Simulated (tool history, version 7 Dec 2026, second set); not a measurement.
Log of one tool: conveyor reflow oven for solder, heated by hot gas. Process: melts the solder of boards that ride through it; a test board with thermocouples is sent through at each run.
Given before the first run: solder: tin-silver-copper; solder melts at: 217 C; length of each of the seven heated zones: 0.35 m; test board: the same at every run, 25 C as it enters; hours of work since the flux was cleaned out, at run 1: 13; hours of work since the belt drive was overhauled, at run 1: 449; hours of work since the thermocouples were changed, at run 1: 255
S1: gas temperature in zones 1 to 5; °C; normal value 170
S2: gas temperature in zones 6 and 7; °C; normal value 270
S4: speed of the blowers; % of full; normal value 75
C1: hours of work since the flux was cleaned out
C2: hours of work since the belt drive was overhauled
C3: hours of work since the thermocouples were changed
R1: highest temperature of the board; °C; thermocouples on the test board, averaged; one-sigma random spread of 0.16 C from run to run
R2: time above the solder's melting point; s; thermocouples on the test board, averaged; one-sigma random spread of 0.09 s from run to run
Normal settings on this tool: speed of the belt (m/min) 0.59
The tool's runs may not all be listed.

run 1 day=0 | S1=170 S2=270 speed_of_the_belt_(m/min)=0.59 S4=75 | C1=13 C2=449 C3=255 | R1=257.4 R2=56.88
run 2 day=0.804 | S1=170 S2=270 speed_of_the_belt_(m/min)=0.59 S4=75 | C1=25 C2=460 C3=266 | R1=257.5 R2=56.68
run 3 day=1.612 | S1=170 S2=271 speed_of_the_belt_(m/min)=0.59 S4=75 | C1=36 C2=471 C3=277 | R1=258.1 R2=57.19
run 4 day=2.258 | S1=170 S2=270 speed_of_the_belt_(m/min)=0.59 S4=75 | C1=45 C2=480 C3=286 | R1=257.4 R2=56.81
run 5 day=3.138 | S1=170 S2=270 speed_of_the_belt_(m/min)=0.486 S4=75 | C1=57 C2=493 C3=299 | R1=261.9 R2=73.34
run 6 day=4.058 | S1=170 S2=270 speed_of_the_belt_(m/min)=0.59 S4=75 | C1=70 C2=505 C3=311 | R1=257 R2=56.64
run 7 day=5.083 | S1=170 S2=270 speed_of_the_belt_(m/min)=0.574 S4=75 | C1=84 C2=520 C3=326 | R1=257.7 R2=58.89
run 8 day=6.146 | S1=170 S2=270 speed_of_the_belt_(m/min)=0.493 S4=75 | C1=99 C2=535 C3=341 | R1=261.1 R2=71.72
run 9 day=7.112 | S1=170 S2=270 speed_of_the_belt_(m/min)=0.493 S4=75 | C1=113 C2=548 C3=354 | R1=261 R2=71.78
run 10 day=7.746 | S1=170 S2=270 speed_of_the_belt_(m/min)=0.493 S4=75 | C1=122 C2=557 C3=363 | R1=261.1 R2=71.68
run 11 day=8.533 | S1=170 S2=258 speed_of_the_belt_(m/min)=0.59 S4=75 | C1=133 C2=568 C3=374 | R1=245.7 R2=49.78
run 12 day=9.475 | S1=170 S2=258 speed_of_the_belt_(m/min)=0.59 S4=75 | C1=146 C2=581 C3=387 | R1=245.8 R2=49.57
run 13 day=10.392 | S1=181 S2=258 speed_of_the_belt_(m/min)=0.59 S4=75 | C1=159 C2=594 C3=400 | R1=247.1 R2=54.53
run 14 day=10.862 | S1=181 S2=258 speed_of_the_belt_(m/min)=0.59 S4=75 | C1=165 C2=600 C3=406 | R1=247.1 R2=54.44
run 15 day=11.846 | S1=170 S2=279 speed_of_the_belt_(m/min)=0.59 S4=75 | C1=179 C2=614 C3=420 | R1=264.7 R2=60.52
run 16 day=12.662 | S1=170 S2=259 speed_of_the_belt_(m/min)=0.509 S4=82 | C1=190 C2=626 C3=432 | R1=250.7 R2=63.85
run 17 day=13.479 | S1=170 S2=259 speed_of_the_belt_(m/min)=0.509 S4=82 | C1=202 C2=637 C3=443 | R1=250.5 R2=63.76
run 18 day=14.588 | S1=181 S2=265 speed_of_the_belt_(m/min)=0.523 S4=71 | C1=217 C2=652 C3=458 | R1=255 R2=67.68
run 19 day=15.042 | S1=181 S2=265 speed_of_the_belt_(m/min)=0.523 S4=71 | C1=223 C2=659 C3=465 | R1=254.9 R2=67.65
run 20 day=15.571 | S1=181 S2=265 speed_of_the_belt_(m/min)=0.523 S4=71 | C1=231 C2=666 C3=472 | R1=255 R2=67.48
run 21 day=16.217 | S1=181 S2=265 speed_of_the_belt_(m/min)=0.523 S4=71 | C1=240 C2=675 C3=481 | R1=254.7 R2=67.53
run 22 day=17.046 | S1=182 S2=265 speed_of_the_belt_(m/min)=0.523 S4=54 | C1=251 C2=687 C3=493 | R1=250.9 R2=64.22
run 23 day=18.138 | S1=160 S2=265 speed_of_the_belt_(m/min)=0.59 S4=59 | C1=267 C2=702 C3=508 | R1=245 R2=44.26
run 24 day=19.233 | S1=160 S2=265 speed_of_the_belt_(m/min)=0.59 S4=59 | C1=282 C2=717 C3=523 | R1=245.2 R2=44.11
run 25 day=20.346 | S1=160 S2=269 speed_of_the_belt_(m/min)=0.59 S4=73 | C1=298 C2=733 C3=539 | R1=253 R2=51.29
run 26 day=20.917 | S1=163 S2=280 speed_of_the_belt_(m/min)=0.59 S4=69 | C1=305 C2=741 C3=547 | R1=262.4 R2=57.01
run 27 day=21.996 | S1=163 S2=270 speed_of_the_belt_(m/min)=0.696 S4=76 | C1=321 C2=756 C3=562 | R1=249.7 R2=41.12

Measured result minus the same run's result without the hidden state. Both carry the same run-to-run variation, though not necessarily the same gauge scatter:
Hidden state present: heat that the gas passes to the board, % of a clean oven's; belt's true speed, % of the reading; true gas temperature in zones 6 and 7 over the reading, C; drift of the gauge itself on peak_c, C; drift of the gauge itself on liquid_s, %.
run=1 R1=-0.9 R2=+0.08
run=2 R1=-1 R2=+0.06
run=3 R1=-1.1 R2=+0.05
run=4 R1=-1.1 R2=+0.01
run=5 R1=-1.2 R2=+0.17
run=6 R1=-1.2 R2=-0.06
run=7 R1=-1.3 R2=-0.07
run=8 R1=-1.4 R2=+0.08
run=9 R1=-1.5 R2=+0.05
run=10 R1=-1.5 R2=+0.04
run=11 R1=-1.5 R2=-0.62
run=12 R1=-1.7 R2=-0.68
run=13 R1=-1.6 R2=-0.5
run=14 R1=-1.6 R2=-0.53
run=15 R1=-1.8 R2=-0.1
run=16 R1=-1.8 R2=-0.54
run=17 R1=-1.9 R2=-0.58
run=18 R1=-1.9 R2=-0.23
run=19 R1=-1.9 R2=-0.24
run=20 R1=-1.9 R2=-0.26
run=21 R1=-2 R2=-0.27
run=22 R1=-1.8 R2=-0.43
run=23 R1=-2.1 R2=-1.19
run=24 R1=-2.2 R2=-1.26
run=25 R1=-2.6 R2=-0.99
run=26 R1=-2.6 R2=-0.52
run=27 R1=-2.8 R2=-1.28
